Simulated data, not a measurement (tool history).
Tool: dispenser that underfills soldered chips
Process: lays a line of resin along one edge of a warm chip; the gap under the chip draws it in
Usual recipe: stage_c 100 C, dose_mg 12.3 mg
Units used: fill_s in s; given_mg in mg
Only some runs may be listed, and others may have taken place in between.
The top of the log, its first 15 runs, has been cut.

run   hour  stage_c  dose_mg  hours of work since the syringe was changed  hours of work since the valve was cleaned  hours of work since the stage was calibrated  fill_s  given_mg
     172.9  -- new syringe of resin
 16  176.2      100     10.9                                            3                                         83                                            82    73.7     10.38
     187.4  -- new syringe of resin
 17  191.6      100     10.9                                            3                                         95                                            94    80.0     10.37
     202.7  -- new syringe of resin
 18  202.7      100     10.9                                            0                                        104                                           102    63.4     10.26
 19  215.4      100     12.8                                           10                                        113                                           112   119.3     12.05
     217.1  -- new syringe of resin
 20  223.0      110     12.9                                            5                                        119                                           118    65.1     11.92
     231.6  -- new syringe of resin
 21  235.4      110     16.0                                            3                                        129                                           127    54.4     14.88
 22  245.0      106     16.0                                           10                                        136                                           134   102.7     14.83
     246.2  -- new syringe of resin
     253.7  -- dispensing valve cleaned and set on the balance
 23  253.7      112     14.3                                            5                                          0                                           140    62.3     14.52
     261.4  -- new syringe of resin
 24  270.0      107     11.6                                            7                                         12                                           153    80.2     11.54
     275.8  -- new syringe of resin
 25  280.8       95     14.8                                            4                                         21                                           161    85.0     14.58
     290.0  -- new syringe of resin
 26  290.9      113     12.9                                            1                                         28                                           168    43.8     12.64
     304.2  -- new syringe of resin
 27  305.2      102     15.6                                            1                                         39                                           179    57.6     15.32
 28  316.7      103     10.6                                           10                                         48                                           188   113.7     10.25
     319.2  -- new syringe of resin
 29  329.1      112     12.8                                            8                                         58                                           198    74.9     12.34
     333.4  -- new syringe of resin
 30  338.0       87     12.8                                            4                                         64                                           204   108.9     12.33
     348.0  -- new syringe of resin
 31  348.1       87     15.5                                            0                                         72                                           212    84.5     14.97
     363.2  -- new syringe of resin
 32  364.7      114     13.5                                            1                                         85                                           225    44.2     12.82
     378.0  -- new syringe of resin
 33  378.0      100     11.1                                            0                                         95                                           235    60.9     10.60

Alternative continuations, all from the tool just after run 33; predict every row:
  A  389.4      109     11.1                                            9                                        104                                           244       ?         ?
  B  389.4       92     15.3                                            9                                        104                                           244       ?         ?
  C  389.4      100     11.3                                            9                                        104                                           244       ?         ?
  D  389.4      100     12.7                                            9                                        104                                           244       ?         ?

run  fill_s  given_mg
  A    90.7     10.50
  B   134.1     14.51
  C   115.7     10.70
  D   112.0     11.96
Take away the tool's hidden state, keep each run's random variation, and the runs would have read:
run  fill_s  given_mg
  A    48.4     11.15
  B    72.7     15.41
  C    62.1     11.37
  D    60.7     12.71
